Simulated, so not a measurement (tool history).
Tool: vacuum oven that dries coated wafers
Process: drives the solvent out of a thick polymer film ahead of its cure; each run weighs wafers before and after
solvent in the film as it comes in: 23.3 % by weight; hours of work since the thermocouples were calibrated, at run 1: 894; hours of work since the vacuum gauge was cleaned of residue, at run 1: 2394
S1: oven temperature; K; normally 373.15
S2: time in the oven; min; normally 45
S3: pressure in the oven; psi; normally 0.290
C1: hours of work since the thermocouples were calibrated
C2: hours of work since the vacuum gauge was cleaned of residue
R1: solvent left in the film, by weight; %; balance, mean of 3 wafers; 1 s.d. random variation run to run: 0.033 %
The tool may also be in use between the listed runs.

run	hour	S1	S2	S3	C1	C2	R1
1	0.0	373.15	45	0.290	894	2394	5.10
2	61.1	373.15	45	0.290	943	2443	5.06
3	130.0	373.15	45	0.290	997	2497	5.09
4	229.3	373.15	45	0.290	1076	2576	5.11
5	277.2	373.15	45	0.244	1114	2614	5.08
6	362.7	373.15	45	0.244	1182	2682	5.05
7	469.0	373.15	45	0.244	1267	2767	5.01
8	538.5	373.15	45	0.534	1322	2822	5.37
9	596.8	375.15	45	0.251	1368	2869	4.51

Run 10, settings as shown, results not yet in. Your forecast:
10	659.3	360.15	24	0.251	1418	2918	?

R1: 12.56 %
On a tool with no hidden condition, and with the same random variation, this run would have come out at R1 12.54 %.
